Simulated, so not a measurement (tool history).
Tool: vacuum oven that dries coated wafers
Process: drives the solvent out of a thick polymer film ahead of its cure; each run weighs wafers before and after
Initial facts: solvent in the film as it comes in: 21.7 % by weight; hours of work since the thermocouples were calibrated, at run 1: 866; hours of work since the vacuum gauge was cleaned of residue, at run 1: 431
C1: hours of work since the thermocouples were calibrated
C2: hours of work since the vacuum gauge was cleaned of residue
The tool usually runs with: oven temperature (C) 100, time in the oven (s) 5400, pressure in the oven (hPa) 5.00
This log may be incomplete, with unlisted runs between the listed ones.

Run 1, hour 0.0: usual settings; C1 866; C2 431. Result: solvent left in the film (%) 2.18.
Run 2, hour 62.7: usual settings but oven temperature (C) 98; C1 909; C2 474. Result: solvent left in the film (%) 2.45.
Run 3, hour 93.8: usual settings but time in the oven (s) 5100; C1 931; C2 496. Result: solvent left in the film (%) 2.38.
Run 4, hour 129.5: usual settings but time in the oven (s) 5100; C1 956; C2 520. Result: solvent left in the film (%) 2.38.
Run 5, hour 196.0: usual settings but time in the oven (s) 5100, pressure in the oven (hPa) 6.11; C1 1002; C2 566. Result: solvent left in the film (%) 2.52.
Run 6, hour 243.4: usual settings but time in the oven (s) 5100, pressure in the oven (hPa) 6.11; C1 1034; C2 599. Result: solvent left in the film (%) 2.52.
At hour 281.0: oven's thermocouples calibrated.
Run 7, hour 295.1: usual settings; C1 10; C2 633. Result: solvent left in the film (%) 1.85.
Run 8, hour 356.2: usual settings but time in the oven (s) 8880; C1 52; C2 676. Result: solvent left in the film (%) 0.84.
Run 9, hour 418.2: usual settings but time in the oven (s) 8880; C1 95; C2 718. Result: solvent left in the film (%) 0.93.
Run 10, hour 461.6: usual settings but time in the oven (s) 8880; C1 125; C2 749. Result: solvent left in the film (%) 0.98.
Run 11, hour 527.1: usual settings but time in the oven (s) 8880; C1 170; C2 794. Result: solvent left in the film (%) 0.91.
Run 12, hour 566.3: usual settings; C1 197; C2 821. Result: solvent left in the film (%) 2.06.
Run 13, hour 624.8: usual settings; C1 238; C2 861. Result: solvent left in the film (%) 2.01.
Run 14, hour 678.5: usual settings but pressure in the oven (hPa) 3.30; C1 275; C2 899. Result: solvent left in the film (%) 1.87.
Run 15, hour 746.4: usual settings but pressure in the oven (hPa) 3.74; C1 322; C2 945. Result: solvent left in the film (%) 1.96.
Run 16, hour 776.9: usual settings but pressure in the oven (hPa) 3.74; C1 343; C2 967. Result: solvent left in the film (%) 1.95.
Run 17, hour 828.7: usual settings but oven temperature (C) 108, pressure in the oven (hPa) 3.63; C1 379; C2 1002. Result: solvent left in the film (%) 1.00.
Run 18, hour 878.5: usual settings but oven temperature (C) 107, time in the oven (s) 9360, pressure in the oven (hPa) 19.63; C1 413; C2 1037. Result: solvent left in the film (%) 1.66.
Run 19, hour 909.6: usual settings but pressure in the oven (hPa) 12.09; C1 435; C2 1058. Result: solvent left in the film (%) 2.75.
Run 20, hour 958.4: usual settings but pressure in the oven (hPa) 12.09; C1 468; C2 1092. Result: solvent left in the film (%) 2.74.
Run 21, hour 997.5: usual settings but pressure in the oven (hPa) 12.09; C1 495; C2 1119. Result: solvent left in the film (%) 2.72.
Run 22, hour 1035.3: usual settings but oven temperature (C) 107, time in the oven (s) 6060; C1 522; C2 1145. Result: solvent left in the film (%) 1.09.
Run 23, hour 1080.1: usual settings but oven temperature (C) 108, time in the oven (s) 8160, pressure in the oven (hPa) 3.62; C1 553; C2 1176. Result: solvent left in the film (%) 0.61.
Run 24, hour 1132.1: usual settings but time in the oven (s) 7020, pressure in the oven (hPa) 4.86; C1 589; C2 1212. Result: solvent left in the film (%) 1.40.
Run 25, hour 1184.1: usual settings but oven temperature (C) 110; C1 625; C2 1248. Result: solvent left in the film (%) 0.94.
At hour 1195.3: vacuum gauge cleaned of residue and calibrated.
Run 26, hour 1247.2: usual settings but time in the oven (s) 9360, pressure in the oven (hPa) 7.08; C1 667; C2 36. Result: solvent left in the film (%) 0.94.
Run 27, hour 1295.0: usual settings but time in the oven (s) 9360, pressure in the oven (hPa) 7.08; C1 700; C2 69. Result: solvent left in the film (%) 0.90.

What does the tool deliver on the next run?
Run 28, hour 1360.9: usual settings but oven temperature (C) 86, time in the oven (s) 9360, pressure in the oven (hPa) 8.60; C1 746; C2 115. Result: solvent left in the film (%) ?.

{"run 28": {"solvent left in the film (%)": 2.98}}
The same run, on a tool lacking any hidden state, would have yielded solvent left in the film (%) 2.85.
